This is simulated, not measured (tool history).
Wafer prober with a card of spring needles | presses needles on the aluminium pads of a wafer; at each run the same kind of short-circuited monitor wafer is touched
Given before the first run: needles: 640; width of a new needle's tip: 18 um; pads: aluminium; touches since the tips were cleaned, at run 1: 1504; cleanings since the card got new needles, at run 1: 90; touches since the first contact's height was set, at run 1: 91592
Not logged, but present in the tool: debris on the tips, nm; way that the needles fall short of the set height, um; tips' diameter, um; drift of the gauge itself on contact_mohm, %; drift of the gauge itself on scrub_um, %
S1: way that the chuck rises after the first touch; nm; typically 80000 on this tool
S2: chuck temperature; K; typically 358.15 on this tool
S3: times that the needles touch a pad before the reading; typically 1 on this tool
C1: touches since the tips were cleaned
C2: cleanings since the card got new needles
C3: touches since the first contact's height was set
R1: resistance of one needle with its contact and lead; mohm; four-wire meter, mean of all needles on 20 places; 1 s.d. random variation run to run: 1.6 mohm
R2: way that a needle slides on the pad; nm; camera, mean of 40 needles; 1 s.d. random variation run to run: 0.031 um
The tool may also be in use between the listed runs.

run	hour	S1	S2	S3	C1	C2	C3	R1	R2
1	0.0	80000	358.15	1	1504	90	91592	163	12430
# hour 6.5: tips cleaned on abrasive film
# hour 13.6: height of the first contact set anew
# hour 18.0: tips cleaned on abrasive film
# hour 28.9: tips cleaned on abrasive film
2	28.9	80000	358.15	1	12	93	5377	164	12390
# hour 39.1: tips cleaned on abrasive film
# hour 49.7: tips cleaned on abrasive film
# hour 61.9: tips cleaned on abrasive film
3	67.5	80000	358.15	1	2002	96	19037	162	12370
# hour 72.1: tips cleaned on abrasive film
# hour 84.6: tips cleaned on abrasive film
4	93.9	80000	358.15	1	3297	98	28363	165	12410
# hour 96.5: tips cleaned on abrasive film
# hour 106.7: tips cleaned on abrasive film
# hour 118.9: tips cleaned on abrasive film
5	127.6	80000	358.15	1	3121	101	40281	166	12440
# hour 130.3: tips cleaned on abrasive film
# hour 142.1: tips cleaned on abrasive film
# hour 152.9: tips cleaned on abrasive film
6	160.9	80000	358.15	1	2853	104	52043	165	12460
# hour 163.2: tips cleaned on abrasive film
# hour 174.3: tips cleaned on abrasive film
7	177.9	85000	397.15	1	1292	106	58025	169	13230
# hour 184.8: tips cleaned on abrasive film
# hour 196.7: tips cleaned on abrasive film
8	205.0	80000	350.15	1	2943	108	67602	162	12500
# hour 207.0: tips cleaned on abrasive film
# hour 219.2: tips cleaned on abrasive film
9	226.2	88000	358.15	2	2514	110	75092	163	13720
# hour 230.0: tips cleaned on abrasive film
# hour 241.7: tips cleaned on abrasive film
# hour 253.8: tips cleaned on abrasive film
10	263.5	88000	358.15	2	3435	113	88260	164	13770
# hour 266.1: tips cleaned on abrasive film
# hour 278.1: tips cleaned on abrasive film
# hour 287.0: height of the first contact set anew
11	287.0	88000	358.15	2	3084	115	0	163	13720
# hour 289.7: tips cleaned on abrasive film
# hour 302.3: tips cleaned on abrasive film
# hour 313.5: tips cleaned on abrasive film
# hour 324.4: tips cleaned on abrasive film
12	326.8	80000	298.15	1	868	119	14037	155	12500

Here are 3 independent what-if runs from the current tool condition. What would each one return?
# hour 336.3: tips cleaned on abrasive film
# hour 346.5: tips cleaned on abrasive film
A	355.1	95000	298.15	1	3066	121	24034	?	?
# hour 336.3: tips cleaned on abrasive film
# hour 346.5: tips cleaned on abrasive film
B	355.1	82000	360.15	2	3066	121	24034	?	?
# hour 336.3: tips cleaned on abrasive film
# hour 346.5: tips cleaned on abrasive film
C	355.1	72000	379.15	1	3066	121	24034	?	?

run	R1	R2
A	153	14890
B	164	12860
C	168	11270
Without the tool's unlogged condition, the same runs would have read:
run	R1	R2
A	153	14710
B	164	12710
C	168	11140
